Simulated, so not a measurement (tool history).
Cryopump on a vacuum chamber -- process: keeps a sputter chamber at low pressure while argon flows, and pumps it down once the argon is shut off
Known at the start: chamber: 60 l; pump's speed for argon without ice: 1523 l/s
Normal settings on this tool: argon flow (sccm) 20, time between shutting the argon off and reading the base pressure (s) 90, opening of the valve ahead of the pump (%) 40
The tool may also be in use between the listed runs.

| run | day | argon flow (sccm) | time between shutting the argon off and reading the base pressure (s) | opening of the valve ahead of the pump (%) | pressure while argon flows (Pa) | pressure after the wait (uPa) |
|---|---|---|---|---|---|---|
| 1 | 0 | 20 | 90 | 40 | 0.0582 | 1.23 |
| 2 | 2.558 | 20 | 90 | 40 | 0.0586 | 1.23 |
| 3 | 6.775 | 20 | 90 | 40 | 0.0589 | 1.32 |
| 4 | 10.546 | 20 | 90 | 60 | 0.0397 | 1.35 |
| 5 | 14.438 | 20 | 90 | 40 | 0.0595 | 1.4 |
| 6 | 18.462 | 20 | 90 | 19 | 0.1204 | 1.38 |
| 7 | 21.392 | 20 | 90 | 40 | 0.0598 | 1.49 |
| 8 | 25.329 | 20 | 90 | 40 | 0.0605 | 1.54 |
| 9 | 28.054 | 20 | 90 | 40 | 0.0623 | 1.58 |
| 10 | 30.133 | 20 | 90 | 33 | 0.0727 | 1.61 |
| 11 | 33.388 | 20 | 90 | 33 | 0.0682 | 1.39 |
| 12 | 35.446 | 20 | 90 | 40 | 0.0571 | 1.45 |
| 13 | 39.854 | 20 | 137 | 40 | 0.0568 | 1.33 |
| 14 | 42.408 | 20 | 137 | 40 | 0.058 | 1.3 |
| 15 | 45.629 | 20 | 90 | 25 | 0.0904 | 1.56 |
| 16 | 47.683 | 20 | 90 | 30 | 0.0766 | 1.5 |
| 17 | 50.096 | 20 | 90 | 30 | 0.0768 | 1.63 |
| 18 | 53.225 | 20 | 90 | 30 | 0.0775 | 1.65 |
| 19 | 57.529 | 20 | 29 | 40 | 0.0579 | 2.64 |
| 20 | 60.979 | 20 | 29 | 40 | 0.0589 | 2.59 |
| 21 | 65.175 | 8 | 144 | 41 | 0.0229 | 1.63 |
| 22 | 67.304 | 8 | 144 | 41 | 0.0228 | 1.65 |
| 23 | 69.933 | 8 | 144 | 41 | 0.0235 | 1.68 |
| 24 | 74.733 | 8 | 144 | 41 | 0.0241 | 1.79 |
| 25 | 79.5 | 16 | 25 | 59 | 0.0357 | 1.84 |
| 26 | 84.308 | 9 | 78 | 24 | 0.0437 | 0.76 |
| 27 | 87.933 | 9 | 78 | 24 | 0.0421 | 0.76 |
| 28 | 90.921 | 9 | 90 | 40 | 0.0259 | 0.74 |
| 29 | 94.808 | 9 | 90 | 40 | 0.0249 | 0.76 |
| 30 | 96.896 | 11 | 33 | 47 | 0.0262 | 1.54 |
| 31 | 101.742 | 33 | 53 | 30 | 0.1256 | 1.13 |
| 32 | 106.479 | 13 | 108 | 40 | 0.0377 | 0.79 |
| 33 | 109.717 | 39 | 291 | 52 | 0.0909 | 0.61 |

Put back what was entered between runs (3 entries, withheld): which listed runs does each sit between, and how does the hidden state differ from the listed run before to the listed run after?
After run 10, before run 11: pump warmed up, emptied and cooled again (day 33.388)
  pump's speed, % of a pump's without ice: 81.6 -> 99.6; cold plate's temperature, K: 13.47 -> 13.5; leak into the chamber, uPa l/s: 1401 -> 1433
  measured less the result without the state, pressure while argon flows (Pa): +0.0058 -> +0.0008; pressure after the wait (uPa): +0.97 -> +0.77
After run 24, before run 25: leaking fittings of the chamber tightened, without venting (day 79.5)
  pump's speed, % of a pump's without ice: 84.2 -> 82.6; cold plate's temperature, K: 13.8 -> 13.83; leak into the chamber, uPa l/s: 1844 -> 305
  measured less the result without the state, pressure while argon flows (Pa): +0.002 -> +0.0046; pressure after the wait (uPa): +1.31 -> +0.06
After run 26, before run 27: pump warmed up, emptied and cooled again (day 86.612)
  pump's speed, % of a pump's without ice: 80.7 -> 99.4; cold plate's temperature, K: 13.86 -> 13.89; leak into the chamber, uPa l/s: 352 -> 384
  measured less the result without the state, pressure while argon flows (Pa): +0.0029 -> +0.0005; pressure after the wait (uPa): +0.1 -> +0.06
